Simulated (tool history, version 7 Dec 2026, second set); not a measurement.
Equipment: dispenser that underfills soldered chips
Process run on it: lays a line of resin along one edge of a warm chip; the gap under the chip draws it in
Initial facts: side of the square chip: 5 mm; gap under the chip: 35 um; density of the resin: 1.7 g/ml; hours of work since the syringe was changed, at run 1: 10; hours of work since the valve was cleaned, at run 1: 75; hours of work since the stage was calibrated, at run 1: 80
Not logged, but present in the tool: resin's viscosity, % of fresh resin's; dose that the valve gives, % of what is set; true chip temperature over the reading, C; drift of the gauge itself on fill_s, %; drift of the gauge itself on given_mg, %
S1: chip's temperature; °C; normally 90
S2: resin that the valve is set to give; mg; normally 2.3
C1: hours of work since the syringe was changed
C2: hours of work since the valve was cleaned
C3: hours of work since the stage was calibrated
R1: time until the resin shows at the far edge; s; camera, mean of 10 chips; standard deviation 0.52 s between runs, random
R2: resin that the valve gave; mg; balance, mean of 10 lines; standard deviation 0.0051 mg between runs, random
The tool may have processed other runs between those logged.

{"run": 1, "hour": 0.0, "S1": 90, "S2": 2.3, "C1": 10, "C2": 75, "C3": 80, "R1": 92.1, "R2": 2.234}
{"hour": 3.7, "done": "new syringe of resin"}
{"run": 2, "hour": 7.0, "S1": 90, "S2": 2.3, "C1": 2, "C2": 79, "C3": 84, "R1": 48.6, "R2": 2.225}
{"run": 3, "hour": 14.4, "S1": 90, "S2": 2.3, "C1": 7, "C2": 83, "C3": 88, "R1": 70.8, "R2": 2.226}
{"run": 4, "hour": 19.1, "S1": 77, "S2": 2.3, "C1": 9, "C2": 86, "C3": 91, "R1": 146.4, "R2": 2.224}
{"hour": 23.4, "done": "new syringe of resin"}
{"hour": 24.4, "done": "dispensing valve cleaned and set on the balance"}
{"run": 5, "hour": 28.1, "S1": 77, "S2": 2.3, "C1": 2, "C2": 2, "C3": 96, "R1": 85.7, "R2": 2.297}
{"run": 6, "hour": 34.1, "S1": 90, "S2": 2.3, "C1": 6, "C2": 6, "C3": 100, "R1": 66.5, "R2": 2.277}
{"run": 7, "hour": 39.8, "S1": 75, "S2": 2.3, "C1": 9, "C2": 9, "C3": 103, "R1": 163, "R2": 2.277}
{"hour": 44.1, "done": "new syringe of resin"}
{"run": 8, "hour": 48.0, "S1": 75, "S2": 2.3, "C1": 2, "C2": 14, "C3": 108, "R1": 96.6, "R2": 2.287}
{"run": 9, "hour": 53.9, "S1": 76, "S2": 2.92, "C1": 6, "C2": 18, "C3": 111, "R1": 118.5, "R2": 2.891}
{"run": 10, "hour": 62.0, "S1": 83, "S2": 2.09, "C1": 11, "C2": 23, "C3": 116, "R1": 139.1, "R2": 2.072}
{"hour": 64.3, "done": "new syringe of resin"}
{"run": 11, "hour": 70.8, "S1": 104, "S2": 2.63, "C1": 4, "C2": 28, "C3": 122, "R1": 33.4, "R2": 2.578}
{"run": 12, "hour": 79.6, "S1": 102, "S2": 2.63, "C1": 9, "C2": 33, "C3": 127, "R1": 56.6, "R2": 2.581}
{"hour": 84.4, "done": "new syringe of resin"}
{"run": 13, "hour": 86.0, "S1": 90, "S2": 2.89, "C1": 1, "C2": 37, "C3": 131, "R1": 45.1, "R2": 2.828}
{"run": 14, "hour": 94.0, "S1": 85, "S2": 2.79, "C1": 6, "C2": 42, "C3": 135, "R1": 81.3, "R2": 2.733}

Branching from run 14: 5 alternative next runs. What would each branch give?
{"run": "A", "hour": 98.1, "S1": 77, "S2": 2.38, "C1": 8, "C2": 44, "C3": 138, "R1": "?", "R2": "?"}
{"run": "B", "hour": 98.1, "S1": 81, "S2": 2.9, "C1": 8, "C2": 44, "C3": 138, "R1": "?", "R2": "?"}
{"run": "C", "hour": 98.1, "S1": 96, "S2": 2.36, "C1": 8, "C2": 44, "C3": 138, "R1": "?", "R2": "?"}
{"run": "D", "hour": 98.1, "S1": 85, "S2": 2.53, "C1": 8, "C2": 44, "C3": 138, "R1": "?", "R2": "?"}
{"run": "E", "hour": 98.1, "S1": 85, "S2": 2.17, "C1": 8, "C2": 44, "C3": 138, "R1": "?", "R2": "?"}

run=A R1=141.4 R2=2.326
run=B R1=116.4 R2=2.832
run=C R1=65.9 R2=2.309
run=D R1=101.1 R2=2.473
run=E R1=102.3 R2=2.131
Without the tool's hidden state the same runs would have given:
run=A R1=71.3 R2=2.377
run=B R1=58.8 R2=2.893
run=C R1=33 R2=2.359
run=D R1=51 R2=2.527
run=E R1=51.7 R2=2.177
